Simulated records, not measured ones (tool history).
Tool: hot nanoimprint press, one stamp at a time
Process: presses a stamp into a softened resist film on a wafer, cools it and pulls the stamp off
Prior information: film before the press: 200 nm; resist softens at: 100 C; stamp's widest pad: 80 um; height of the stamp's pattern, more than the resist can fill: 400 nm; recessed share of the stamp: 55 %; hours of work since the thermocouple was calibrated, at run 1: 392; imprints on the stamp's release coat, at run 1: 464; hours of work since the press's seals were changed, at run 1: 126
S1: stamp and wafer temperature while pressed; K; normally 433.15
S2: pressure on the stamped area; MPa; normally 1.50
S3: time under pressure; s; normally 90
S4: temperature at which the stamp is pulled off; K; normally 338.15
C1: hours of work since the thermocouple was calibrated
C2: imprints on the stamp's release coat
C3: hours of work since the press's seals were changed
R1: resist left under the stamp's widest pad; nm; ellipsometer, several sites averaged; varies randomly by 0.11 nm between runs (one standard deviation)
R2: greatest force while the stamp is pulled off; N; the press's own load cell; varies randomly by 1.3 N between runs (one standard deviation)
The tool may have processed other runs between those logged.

run,day,S1,S2,S3,S4,C1,C2,C3,R1,R2
1,0.000,433.15,1.50,90,338.15,392,464,126,85.0,230
2,0.575,433.15,1.50,90,338.15,402,545,136,84.9,234
# day 1.012: stamp cleaned and given a new release coat
3,1.408,433.15,1.50,90,338.15,412,56,147,85.0,210
4,2.067,433.15,2.14,90,338.15,424,148,158,69.3,214
5,3.325,433.15,2.14,90,338.15,446,325,181,69.1,222
6,4.158,433.15,2.14,90,338.15,461,442,195,69.0,228
7,4.946,433.15,1.50,90,338.15,475,553,209,84.7,232
# day 5.362: stamp cleaned and given a new release coat
8,5.812,437.15,1.50,90,338.15,486,64,220,72.3,210
9,7.112,437.15,1.50,90,338.15,509,246,244,72.1,220
# day 7.988: plate thermocouple calibrated
10,7.992,437.15,1.50,90,338.15,0,352,257,75.8,234
11,9.075,437.15,1.50,90,338.15,19,505,276,75.8,238
# day 9.800: stamp cleaned and given a new release coat
12,9.983,437.15,1.50,90,338.15,31,26,288,75.7,217
13,11.075,428.15,1.50,90,334.15,50,179,307,107.9,247
14,11.829,432.15,1.50,90,331.15,64,286,321,91.9,270
15,12.967,432.15,1.50,90,331.15,84,445,341,92.0,279
16,13.762,433.15,1.45,95,338.15,98,557,355,88.3,239
# day 14.208: stamp cleaned and given a new release coat
17,14.754,441.15,1.34,119,323.15,111,77,368,62.8,309
18,15.292,441.15,1.34,119,323.15,121,153,378,62.9,312
19,16.504,436.15,1.34,143,343.15,142,323,399,71.1,196
20,17.583,433.15,1.80,90,329.15,162,475,419,79.5,292
# day 18.529: stamp cleaned and given a new release coat
21,18.842,433.15,1.80,90,329.15,180,44,436,79.4,266
22,19.958,433.15,1.80,90,329.15,199,200,456,79.3,278
23,20.883,435.15,1.50,78,343.15,216,331,473,85.0,196
24,21.567,435.15,1.50,78,334.15,228,427,485,85.0,258

Consider 4 possible next runs. They are alternatives, not a sequence: every one starts from the tool as it was left by run 24. What does each give?
A,22.538,436.15,1.50,78,335.15,245,563,502,?,?
B,22.538,441.15,2.29,78,334.15,245,563,502,?,?
C,22.538,435.15,1.42,78,334.15,245,563,502,?,?
D,22.538,433.15,1.91,90,335.15,245,563,502,?,?

run,R1,R2
A,81.6,255
B,53.0,262
C,87.5,263
D,76.7,256
Without the tool's hidden state the same runs would have given:
run,R1,R2
A,81.5,231
B,52.3,237
C,87.4,238
D,76.2,231
